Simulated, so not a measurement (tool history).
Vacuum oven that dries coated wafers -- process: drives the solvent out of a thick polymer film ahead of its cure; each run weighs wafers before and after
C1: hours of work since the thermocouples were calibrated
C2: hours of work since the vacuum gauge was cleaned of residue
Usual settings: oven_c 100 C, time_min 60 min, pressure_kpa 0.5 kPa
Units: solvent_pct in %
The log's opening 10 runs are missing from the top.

run 11 hour=103.2 | oven_c=86 time_min=60 pressure_kpa=0.5 | C1=1060 C2=147 | solvent_pct=7.82
run 12 hour=112.5 | oven_c=104 time_min=60 pressure_kpa=0.5 | C1=1065 C2=152 | solvent_pct=2.21
run 13 hour=119.9 | oven_c=100 time_min=60 pressure_kpa=0.74 | C1=1070 C2=157 | solvent_pct=3.36
run 14 hour=127.3 | oven_c=100 time_min=60 pressure_kpa=0.599 | C1=1074 C2=161 | solvent_pct=3.24
run 15 hour=142.4 | oven_c=100 time_min=60 pressure_kpa=0.599 | C1=1083 C2=170 | solvent_pct=3.23
run 16 hour=148.8 | oven_c=100 time_min=60 pressure_kpa=0.599 | C1=1087 C2=174 | solvent_pct=3.2
run 17 hour=161.8 | oven_c=100 time_min=60 pressure_kpa=0.599 | C1=1095 C2=182 | solvent_pct=3.2
run 18 hour=173.3 | oven_c=88 time_min=50 pressure_kpa=0.467 | C1=1102 C2=189 | solvent_pct=8.24
run 19 hour=188.7 | oven_c=88 time_min=50 pressure_kpa=0.467 | C1=1111 C2=198 | solvent_pct=8.22
run 20 hour=195.6 | oven_c=95 time_min=100 pressure_kpa=0.272 | C1=1115 C2=202 | solvent_pct=1.9
run 21 hour=206.6 | oven_c=93 time_min=72 pressure_kpa=0.662 | C1=1122 C2=209 | solvent_pct=4.36
run 22 hour=220.9 | oven_c=93 time_min=72 pressure_kpa=0.662 | C1=1131 C2=217 | solvent_pct=4.43
run 23 hour=232.3 | oven_c=94 time_min=49 pressure_kpa=0.288 | C1=1137 C2=224 | solvent_pct=6.08
run 24 hour=246.5 | oven_c=100 time_min=44 pressure_kpa=0.5 | C1=1146 C2=233 | solvent_pct=4.9
run 25 hour=255.4 | oven_c=100 time_min=49 pressure_kpa=0.447 | C1=1151 C2=238 | solvent_pct=4.2
run 26 hour=262 | oven_c=86 time_min=56 pressure_kpa=0.946 | C1=1155 C2=242 | solvent_pct=8.58
run 27 hour=271.8 | oven_c=86 time_min=56 pressure_kpa=1.643 | C1=1161 C2=248 | solvent_pct=9.18
run 28 hour=279.8 | oven_c=85 time_min=105 pressure_kpa=0.5 | C1=1166 C2=253 | solvent_pct=4.69
run 29 hour=294.4 | oven_c=86 time_min=105 pressure_kpa=0.314 | C1=1175 C2=262 | solvent_pct=4.19
run 30 hour=302.2 | oven_c=86 time_min=105 pressure_kpa=0.314 | C1=1179 C2=266 | solvent_pct=4.17
run 31 hour=315.3 | oven_c=86 time_min=105 pressure_kpa=0.314 | C1=1187 C2=274 | solvent_pct=4.16
run 32 hour=327.5 | oven_c=86 time_min=105 pressure_kpa=0.314 | C1=1195 C2=281 | solvent_pct=4.19
-- hour=330.8 oven's thermocouples calibrated
run 33 hour=340.5 | oven_c=86 time_min=105 pressure_kpa=0.314 | C1=6 C2=288 | solvent_pct=4.67

Below are 3 alternative next runs, each starting from the tool's condition after run 33. Predict each:
run A hour=354.4 | oven_c=86 time_min=74 pressure_kpa=1.57 | C1=14 C2=296 | solvent_pct=?
run B hour=354.4 | oven_c=86 time_min=60 pressure_kpa=0.695 | C1=14 C2=296 | solvent_pct=?
run C hour=354.4 | oven_c=86 time_min=32 pressure_kpa=0.798 | C1=14 C2=296 | solvent_pct=?

run=A solvent_pct=8.08
run=B solvent_pct=8.52
run=C solvent_pct=11.99
What these runs would have given with no unlogged condition in the tool:
run=A solvent_pct=7.97
run=B solvent_pct=8.42
run=C solvent_pct=11.91

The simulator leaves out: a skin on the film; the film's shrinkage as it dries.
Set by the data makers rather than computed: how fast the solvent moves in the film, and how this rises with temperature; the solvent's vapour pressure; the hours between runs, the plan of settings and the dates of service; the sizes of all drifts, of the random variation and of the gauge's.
